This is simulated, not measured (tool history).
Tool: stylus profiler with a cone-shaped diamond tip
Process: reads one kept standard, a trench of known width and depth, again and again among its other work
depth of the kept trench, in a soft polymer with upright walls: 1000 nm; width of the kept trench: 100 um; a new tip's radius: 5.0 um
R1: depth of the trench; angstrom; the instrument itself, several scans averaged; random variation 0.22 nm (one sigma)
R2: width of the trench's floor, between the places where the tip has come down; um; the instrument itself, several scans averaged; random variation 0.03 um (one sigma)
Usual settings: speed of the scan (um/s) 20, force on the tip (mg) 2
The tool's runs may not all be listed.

run 1 day=0 | speed_of_the_scan_(um/s)=20 force_on_the_tip_(mg)=2 | R1=10051 R2=93.74
run 2 day=1.017 | speed_of_the_scan_(um/s)=20 force_on_the_tip_(mg)=4.72 | R1=10110.1 R2=93.74
run 3 day=2.042 | speed_of_the_scan_(um/s)=20 force_on_the_tip_(mg)=4.72 | R1=10104.4 R2=93.78
run 4 day=3.338 | speed_of_the_scan_(um/s)=20 force_on_the_tip_(mg)=4.72 | R1=10106.3 R2=93.64
run 5 day=4.45 | speed_of_the_scan_(um/s)=20 force_on_the_tip_(mg)=1.1 | R1=10031.5 R2=93.61
run 6 day=5.679 | speed_of_the_scan_(um/s)=20 force_on_the_tip_(mg)=0.67 | R1=10015.4 R2=93.6
run 7 day=6.862 | speed_of_the_scan_(um/s)=11 force_on_the_tip_(mg)=0.67 | R1=10017.8 R2=93.67
run 8 day=8.271 | speed_of_the_scan_(um/s)=39 force_on_the_tip_(mg)=2 | R1=10051 R2=93.52
run 9 day=9.588 | speed_of_the_scan_(um/s)=20 force_on_the_tip_(mg)=2 | R1=10049.8 R2=93.61
run 10 day=10.612 | speed_of_the_scan_(um/s)=20 force_on_the_tip_(mg)=2 | R1=10045.1 R2=93.68
run 11 day=11.312 | speed_of_the_scan_(um/s)=20 force_on_the_tip_(mg)=2 | R1=10046.1 R2=93.67
run 12 day=12.467 | speed_of_the_scan_(um/s)=20 force_on_the_tip_(mg)=1.81 | R1=10044.6 R2=93.59
-- day=12.567 height scale calibrated on a step standard
run 13 day=13.142 | speed_of_the_scan_(um/s)=20 force_on_the_tip_(mg)=1.81 | R1=10029.7 R2=93.63
run 14 day=14.188 | speed_of_the_scan_(um/s)=20 force_on_the_tip_(mg)=1.81 | R1=10032.2 R2=93.59
run 15 day=15.146 | speed_of_the_scan_(um/s)=20 force_on_the_tip_(mg)=4.33 | R1=10080.1 R2=93.69
run 16 day=16.546 | speed_of_the_scan_(um/s)=20 force_on_the_tip_(mg)=4.33 | R1=10086.6 R2=93.62
run 17 day=17.833 | speed_of_the_scan_(um/s)=20 force_on_the_tip_(mg)=3.37 | R1=10059.4 R2=93.64
run 18 day=19.067 | speed_of_the_scan_(um/s)=20 force_on_the_tip_(mg)=3.37 | R1=10057.9 R2=93.61
-- day=19.875 height scale calibrated on a step standard, once more
run 19 day=20.171 | speed_of_the_scan_(um/s)=20 force_on_the_tip_(mg)=2 | R1=10068.2 R2=93.64
run 20 day=20.962 | speed_of_the_scan_(um/s)=5 force_on_the_tip_(mg)=3.63 | R1=10100.9 R2=93.7
run 21 day=21.875 | speed_of_the_scan_(um/s)=5 force_on_the_tip_(mg)=3.63 | R1=10101 R2=93.68
run 22 day=22.917 | speed_of_the_scan_(um/s)=10 force_on_the_tip_(mg)=1.93 | R1=10064.9 R2=93.63
run 23 day=24.404 | speed_of_the_scan_(um/s)=10 force_on_the_tip_(mg)=1.93 | R1=10066.2 R2=93.69
run 24 day=25.796 | speed_of_the_scan_(um/s)=21 force_on_the_tip_(mg)=4.46 | R1=10115.9 R2=93.55
run 25 day=26.462 | speed_of_the_scan_(um/s)=21 force_on_the_tip_(mg)=4.82 | R1=10118.7 R2=93.59
run 26 day=27.821 | speed_of_the_scan_(um/s)=21 force_on_the_tip_(mg)=4.82 | R1=10122.1 R2=93.52
run 27 day=28.962 | speed_of_the_scan_(um/s)=46 force_on_the_tip_(mg)=1.52 | R1=10053.2 R2=93.28
run 28 day=30.029 | speed_of_the_scan_(um/s)=16 force_on_the_tip_(mg)=2 | R1=10058.9 R2=93.52
run 29 day=31.092 | speed_of_the_scan_(um/s)=16 force_on_the_tip_(mg)=2 | R1=10065.8 R2=93.46
run 30 day=31.871 | speed_of_the_scan_(um/s)=16 force_on_the_tip_(mg)=2 | R1=10062.7 R2=93.52
run 31 day=32.592 | speed_of_the_scan_(um/s)=73 force_on_the_tip_(mg)=1.51 | R1=10048.6 R2=93.02
run 32 day=33.508 | speed_of_the_scan_(um/s)=8 force_on_the_tip_(mg)=4.41 | R1=10106.3 R2=93.58
run 33 day=34.658 | speed_of_the_scan_(um/s)=21 force_on_the_tip_(mg)=5.06 | R1=10120.3 R2=93.54
run 34 day=35.617 | speed_of_the_scan_(um/s)=21 force_on_the_tip_(mg)=5.06 | R1=10120.8 R2=93.46
run 35 day=36.467 | speed_of_the_scan_(um/s)=21 force_on_the_tip_(mg)=5.06 | R1=10124 R2=93.48
run 36 day=37.4 | speed_of_the_scan_(um/s)=21 force_on_the_tip_(mg)=5.06 | R1=10117 R2=93.45
run 37 day=38.304 | speed_of_the_scan_(um/s)=45 force_on_the_tip_(mg)=4.63 | R1=10110 R2=93.29

5 ways to go on from here, each from the tool as it stands after run 37. What would each give?
run A day=39.329 | speed_of_the_scan_(um/s)=29 force_on_the_tip_(mg)=0.74 | R1=? R2=?
run B day=39.329 | speed_of_the_scan_(um/s)=20 force_on_the_tip_(mg)=1.27 | R1=? R2=?
run C day=39.329 | speed_of_the_scan_(um/s)=27 force_on_the_tip_(mg)=1.29 | R1=? R2=?
run D day=39.329 | speed_of_the_scan_(um/s)=6 force_on_the_tip_(mg)=0.67 | R1=? R2=?
run E day=39.329 | speed_of_the_scan_(um/s)=45 force_on_the_tip_(mg)=3.75 | R1=? R2=?

run=A R1=10022.8 R2=93.25
run=B R1=10041.2 R2=93.44
run=C R1=10039 R2=93.34
run=D R1=10023.5 R2=93.48
run=E R1=10095 R2=93.31
Without the tool's hidden state the same runs would have given:
run=A R1=10034.1 R2=93.69
run=B R1=10052.5 R2=93.88
run=C R1=10050.3 R2=93.78
run=D R1=10034.8 R2=93.92
run=E R1=10106.3 R2=93.75
